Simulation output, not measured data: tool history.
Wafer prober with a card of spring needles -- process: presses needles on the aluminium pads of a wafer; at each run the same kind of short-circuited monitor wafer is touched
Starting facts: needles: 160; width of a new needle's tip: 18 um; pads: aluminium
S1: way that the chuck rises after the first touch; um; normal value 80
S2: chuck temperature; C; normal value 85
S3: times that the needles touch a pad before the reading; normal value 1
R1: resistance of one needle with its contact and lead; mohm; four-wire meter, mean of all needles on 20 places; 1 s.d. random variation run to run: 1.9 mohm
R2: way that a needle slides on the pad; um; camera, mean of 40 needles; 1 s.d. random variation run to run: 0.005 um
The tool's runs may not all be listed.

run	hour	S1	S2	S3	R1	R2
1	0	80	85	1	209	14.003
2	5.5	80	85	2	218	14.008
3	14.5	80	48	1	230	14.007
4	21.4	80	48	1	237	14.006
5	26.4	80	48	2	201	13.995
6	33.7	80	85	3	212	13.992
7	43	80	85	3	217	13.998
8	52.1	66	85	1	211	11.53
9	56.8	66	85	1	230	11.535
10	66.4	80	85	1	239	13.994
11	72.3	80	85	1	238	13.996
12	77.9	80	85	1	244	13.976
13	84.2	80	85	1	220	13.978
14	91.4	80	85	1	233	13.982
15	99	80	85	1	242	13.978
16	107.3	80	90	1	213	13.965
17	117.6	80	90	1	233	13.962
18	125.4	80	120	2	235	13.969
19	135.5	66	26	2	208	11.496
20	143.9	67	81	3	217	11.678
21	150.4	70	85	1	252	12.203
22	155.1	70	95	1	261	12.204
23	165.5	70	95	1	228	12.277
24	172.7	80	45	2	217	14.038
25	177.2	80	41	2	215	14.045
26	183.7	80	28	2	219	14.03
27	192	80	25	1	211	14.02
28	198.9	80	25	1	225	14.031
29	205.9	68	51	1	248	11.926
30	213.9	68	51	1	206	11.915
31	222	83	65	3	208	14.534
32	230.4	63	85	3	227	11.035
33	235.5	63	85	3	231	11.037
34	244.4	80	29	1	206	14.002

The log once held 10 entries between its listed runs, left out of this copy. Where does each go, and what is different about the tool's unlogged condition between the listed run before it and the listed run after it?
Between runs 4 and 5: tips cleaned on abrasive film (hour 24.7)
  debris on the tips, nm: 64 -> 12.4; way that the needles fall short of the set height, um: 0.14 -> 0.2; tips' diameter, um: 18.05 -> 18.07
  measured result minus the result with no hidden state, R1: +44 -> +5 mohm; R2: -0.025 -> -0.036 um
Between runs 7 and 8: tips cleaned on abrasive film (hour 51.8)
  debris on the tips, nm: 57.3 -> 7.2; way that the needles fall short of the set height, um: 0.2 -> 0.26; tips' diameter, um: 18.07 -> 18.09
  measured result minus the result with no hidden state, R1: +13 -> +6 mohm; R2: -0.035 -> -0.045 um
Between runs 12 and 13: tips cleaned on abrasive film (hour 78.6)
  debris on the tips, nm: 66.1 -> 27.2; way that the needles fall short of the set height, um: 0.26 -> 0.32; tips' diameter, um: 18.09 -> 18.11
  measured result minus the result with no hidden state, R1: +42 -> +18 mohm; R2: -0.045 -> -0.057 um
Between runs 15 and 16: tips cleaned on abrasive film (hour 105.5)
  debris on the tips, nm: 60.1 -> 15.6; way that the needles fall short of the set height, um: 0.32 -> 0.38; tips' diameter, um: 18.11 -> 18.13
  measured result minus the result with no hidden state, R1: +39 -> +10 mohm; R2: -0.057 -> -0.066 um
Between runs 18 and 19: tips cleaned on abrasive film (hour 132.2)
  debris on the tips, nm: 61.8 -> 21.1; way that the needles fall short of the set height, um: 0.38 -> 0.42; tips' diameter, um: 18.13 -> 18.15
  measured result minus the result with no hidden state, R1: +23 -> +13 mohm; R2: -0.066 -> -0.074 um
Between runs 22 and 23: tips cleaned on abrasive film (hour 159); height of the first contact set anew (hour 164.6)
  debris on the tips, nm: 64.3 -> 31.1; way that the needles fall short of the set height, um: 0.42 -> 0; tips' diameter, um: 18.15 -> 18.17
  measured result minus the result with no hidden state, R1: +52 -> +25 mohm; R2: -0.075 -> +0 um
Between runs 26 and 27: tips cleaned on abrasive film (hour 186)
  debris on the tips, nm: 65.9 -> 27.8; way that the needles fall short of the set height, um: 0 -> 0.05; tips' diameter, um: 18.17 -> 18.18
  measured result minus the result with no hidden state, R1: +28 -> +20 mohm; R2: +0 -> -0.008 um
Between runs 29 and 30: tips cleaned on abrasive film (hour 213.3)
  debris on the tips, nm: 59.5 -> 9.8; way that the needles fall short of the set height, um: 0.05 -> 0.1; tips' diameter, um: 18.18 -> 18.2
  measured result minus the result with no hidden state, R1: +54 -> +9 mohm; R2: -0.008 -> -0.018 um
Between runs 33 and 34: tips cleaned on abrasive film (hour 240.3)
  debris on the tips, nm: 64.1 -> 23.1; way that the needles fall short of the set height, um: 0.1 -> 0.18; tips' diameter, um: 18.2 -> 18.23
  measured result minus the result with no hidden state, R1: +23 -> +16 mohm; R2: -0.019 -> -0.032 um
